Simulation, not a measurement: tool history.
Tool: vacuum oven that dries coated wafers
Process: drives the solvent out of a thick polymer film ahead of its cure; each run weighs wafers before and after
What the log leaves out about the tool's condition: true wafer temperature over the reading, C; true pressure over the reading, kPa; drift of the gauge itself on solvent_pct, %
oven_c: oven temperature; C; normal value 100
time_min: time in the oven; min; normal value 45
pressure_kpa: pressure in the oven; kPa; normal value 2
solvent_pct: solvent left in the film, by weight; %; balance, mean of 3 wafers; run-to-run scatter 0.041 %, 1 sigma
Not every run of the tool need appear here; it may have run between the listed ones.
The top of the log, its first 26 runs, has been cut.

run,day,oven_c,time_min,pressure_kpa,hours of work since the thermocouples were calibrated,hours of work since the vacuum gauge was cleaned of residue,solvent_pct
27,56.346,88,51,2.28,782,1279,4.1
28,57.846,100,45,5.16,802,1300,2.9
29,60.208,100,45,5.16,835,1332,2.99
30,62.129,103,43,4.89,862,1359,2.43
31,63.771,103,43,4.89,885,1382,2.41
32,65.158,103,43,4.89,904,1401,2.42
33,66.654,103,43,4.89,924,1422,2.43
34,69.608,108,58,1.87,965,1463,0.86
35,72,103,32,4.75,999,1496,3.03
36,73.329,86,54,1.25,1017,1514,4.07
37,74.6,86,54,1.25,1035,1532,4.09
38,76.05,86,54,1.25,1055,1552,4.16

Run 39, settings as shown, results not yet in. Your forecast:
# day 76.675: oven's thermocouples calibrated
39,78.542,86,54,1.25,26,1586,?

Run 39 measured solvent_pct 3.73 %.
Without the tool's hidden state the same run would have given solvent_pct 3.28 %.
